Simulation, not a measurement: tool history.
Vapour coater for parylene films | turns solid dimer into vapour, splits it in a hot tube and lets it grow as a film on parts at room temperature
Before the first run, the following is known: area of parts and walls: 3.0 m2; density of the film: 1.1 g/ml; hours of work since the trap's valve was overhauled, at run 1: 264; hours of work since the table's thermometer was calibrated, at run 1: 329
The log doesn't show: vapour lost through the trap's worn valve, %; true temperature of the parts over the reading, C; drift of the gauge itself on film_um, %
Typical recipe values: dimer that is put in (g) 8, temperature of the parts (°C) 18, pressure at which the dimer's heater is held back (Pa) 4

| run | hour | dimer that is put in (g) | temperature of the parts (°C) | pressure at which the dimer's heater is held back (Pa) | hours of work since the trap's valve was overhauled | hours of work since the table's thermometer was calibrated | thickness of the film (µm) |
|---|---|---|---|---|---|---|---|
| 1 | 0 | 8 | 18 | 4 | 264 | 329 | 1.159 |
| 2 | 16.1 | 8 | 18 | 4 | 275 | 340 | 1.155 |
| 3 | 41 | 9 | 18 | 4 | 292 | 357 | 1.297 |
|  | 49.2 | trap's valve overhauled |
| 4 | 72.4 | 9 | 18 | 4 | 16 | 376 | 1.377 |
| 5 | 89.7 | 8 | 18 | 2.27 | 28 | 387 | 1.29 |
| 6 | 106.9 | 8 | 18 | 5.23 | 39 | 399 | 1.189 |
| 7 | 135.8 | 8 | 18 | 5.23 | 59 | 419 | 1.184 |
| 8 | 157.6 | 8 | 18 | 4 | 74 | 433 | 1.213 |
| 9 | 182.4 | 8 | 18 | 4 | 91 | 450 | 1.208 |
| 10 | 212 | 3 | 18 | 4 | 111 | 470 | 0.451 |
| 11 | 226.6 | 3 | 18 | 4 | 121 | 480 | 0.449 |
| 12 | 251.9 | 8 | 18 | 4 | 138 | 498 | 1.199 |
| 13 | 283.1 | 8 | 26 | 4 | 159 | 519 | 0.869 |
| 14 | 300.4 | 8 | 18 | 4 | 171 | 531 | 1.193 |
| 15 | 314.6 | 8 | 18 | 4 | 180 | 540 | 1.192 |
| 16 | 330.9 | 13 | 18 | 4 | 192 | 551 | 1.938 |
| 17 | 351.4 | 13 | 18 | 4 | 206 | 565 | 1.936 |
| 18 | 366.3 | 8 | 18 | 4 | 216 | 575 | 1.188 |
| 19 | 385.4 | 8 | 18 | 4 | 229 | 588 | 1.179 |
| 20 | 406.8 | 8 | 18 | 4 | 243 | 603 | 1.178 |
| 21 | 430.5 | 8 | 18 | 4 | 259 | 619 | 1.173 |
| 22 | 462.9 | 14 | 15 | 4.12 | 281 | 641 | 2.309 |
| 23 | 478.7 | 4 | 18 | 2.24 | 292 | 652 | 0.618 |
|  | 485.5 | trap's valve overhauled |
| 24 | 497 | 4 | 18 | 2.24 | 8 | 662 | 0.659 |
| 25 | 524.8 | 4 | 12 | 9.53 | 27 | 680 | 0.732 |
| 26 | 555.5 | 4 | 12 | 9.53 | 48 | 701 | 0.728 |
| 27 | 586 | 4 | 12 | 9.53 | 68 | 722 | 0.725 |
| 28 | 604.8 | 5 | 21 | 9.53 | 81 | 735 | 0.632 |
| 29 | 637.1 | 5 | 21 | 9.53 | 103 | 757 | 0.63 |
| 30 | 663 | 3 | 16 | 4.75 | 121 | 774 | 0.49 |
| 31 | 687.6 | 3 | 13 | 4 | 137 | 791 | 0.562 |
| 32 | 712.9 | 3 | 13 | 4 | 155 | 808 | 0.56 |
| 33 | 745 | 3 | 13 | 4 | 176 | 830 | 0.557 |
| 34 | 775.5 | 7 | 18 | 4.37 | 197 | 851 | 1.052 |
| 35 | 790 | 7 | 18 | 4.37 | 207 | 861 | 1.053 |
| 36 | 811.3 | 7 | 18 | 4.37 | 222 | 875 | 1.047 |
| 37 | 827.7 | 7 | 18 | 4.37 | 233 | 886 | 1.045 |
| 38 | 847 | 4 | 23 | 4 | 246 | 900 | 0.494 |
| 39 | 868.8 | 5 | 12 | 4 | 261 | 914 | 0.957 |
| 40 | 890.4 | 8 | 15 | 4 | 275 | 929 | 1.347 |
| 41 | 909.3 | 13 | 25 | 4 | 288 | 942 | 1.464 |
|  | 921.8 | trap's valve overhauled |
| 42 | 928.1 | 8 | 18 | 3.11 | 4 | 952 | 1.29 |

Below are 3 alternative next runs, each starting from the tool's condition after run 42. Predict each:
| A | 941.7 | 6 | 12 | 4 | 14 | 961 | ? |
| B | 941.7 | 6 | 28 | 3.96 | 14 | 961 | ? |
| C | 941.7 | 8 | 18 | 2.59 | 14 | 961 | ? |

| run | thickness of the film (µm) |
|---|---|
| A | 1.2 |
| B | 0.631 |
| C | 1.312 |
With no hidden state in the tool, these same runs would have given:
| run | thickness of the film (µm) |
|---|---|
| A | 1.151 |
| B | 0.606 |
| C | 1.259 |
